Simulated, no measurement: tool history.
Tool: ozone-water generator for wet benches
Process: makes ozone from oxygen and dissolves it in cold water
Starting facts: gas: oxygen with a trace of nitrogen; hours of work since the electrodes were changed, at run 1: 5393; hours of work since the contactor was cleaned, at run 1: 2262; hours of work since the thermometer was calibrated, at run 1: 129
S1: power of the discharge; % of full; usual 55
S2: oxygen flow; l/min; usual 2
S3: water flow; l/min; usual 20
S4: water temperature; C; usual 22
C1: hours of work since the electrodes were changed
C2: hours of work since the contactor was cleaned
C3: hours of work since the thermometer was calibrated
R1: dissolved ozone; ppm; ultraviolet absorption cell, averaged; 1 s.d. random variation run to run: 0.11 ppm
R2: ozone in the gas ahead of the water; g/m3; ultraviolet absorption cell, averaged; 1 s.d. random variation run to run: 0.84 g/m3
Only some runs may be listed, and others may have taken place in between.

run	hour	S1	S2	S3	S4	C1	C2	C3	R1	R2
1	0	55	2	20	22	5393	2262	129	7.7	125.6
2	62	55	2	20	22	5451	2320	187	7.8	125.2
3	166.5	67	2	20	22	5549	2418	284	9.2	148.8
4	267	55	1.6	20	22	5643	2512	378	7.8	145.8
5	404.7	55	1.6	20	22	5772	2640	507	7.8	146.3
6	497.2	55	1.6	20	22	5858	2727	593	7.6	144.8
7	617.5	55	2	20	22	5970	2839	706	7.8	124.5
8	740	55	1.11	20	22	6085	2954	820	7.2	186.3
9	801.9	55	2	20	22	6143	3012	878	7.8	124
10	916.8	55	2	20	22	6250	3119	986	7.7	124.4
11	1035.5	55	2	20	30	6361	3230	1096	7.2	123.4
12	1163.8	55	2	20	30	6481	3350	1216	7.1	123.9
13	1284	55	2	20	26	6593	3462	1329	7.4	125.6
14	1370.9	55	2	20	26	6674	3543	1410	7.2	123.5
15	1470.4	55	2	20	26	6767	3636	1503	7.3	123.5
16	1577.8	55	2	30	26	6868	3737	1603	5	123.4
17	1648.6	55	2	30	26	6934	3803	1669	5.2	123.3
18	1731.7	55	2	30	26	7012	3880	1747	5	122.8
19	1805	55	2	30	26	7080	3949	1816	5.3	121.6
20	1941.6	48	1.33	28	19	7208	4077	1943	4.7	144.3
21	2077.4	55	2.06	13	22	7335	4204	2070	10.8	120
22	2201.4	55	2.06	13	22	7451	4319	2186	10.5	119.2
# hour 2217.6: contactor cleaned
23	2346.5	55	2	29	22	7582	120	2318	5.3	121.8
# hour 2441.3: contactor cleaned, once more
24	2483.5	55	2	29	22	7707	39	2442	5.4	122.2
25	2618.9	55	2	29	22	7833	166	2569	5.7	121.8
26	2713.7	55	2	29	22	7922	255	2657	5.5	120.6
27	2802.5	55	1.15	12	20	8005	338	2740	11.5	176.1
28	2875.4	55	1.15	12	20	8073	406	2808	11.5	177.1
29	3017.3	49	1.34	18	14	8205	538	2941	7.7	145.6
30	3144.1	49	1.34	18	14	8324	657	3059	7.8	145
31	3262.7	49	1.34	18	14	8435	768	3170	7.8	143.7
32	3351.1	41	1.97	29	14	8517	850	3253	4.3	97.3
33	3497.6	40	2	14	22	8654	987	3390	8	93.2

Selected run-to-run steps in R1, each split into two signed amounts: the part the tool would show with no hidden state at all (from settings, incoming material and random variation), and the remainder, which goes to the hidden state together with any gauge scatter not common to the measured and the hidden-state-free results:
Hidden state at play: yield of the discharge, % of new electrodes'; contactor's efficiency, % of a clean one's; true water temperature over the reading, C; drift of the gauge itself on ozone_ppm, %; drift of the gauge itself on gas_g_m3, %.
Run 20 -> 21: S1 48 -> 55, S2 1.33 -> 2.06, S3 28 -> 13, S4 19 -> 22. R1 +6.1 ppm: hidden state -0.7, all else +6.8.
Run 22 -> 23: S2 2.06 -> 2, S3 13 -> 29, contactor cleaned. R1 -5.2 ppm: hidden state +0.5, all else -5.7.
Run 26 -> 27: S2 2 -> 1.15, S3 29 -> 12, S4 22 -> 20. R1 +6 ppm: hidden state -0.8, all else +6.8.
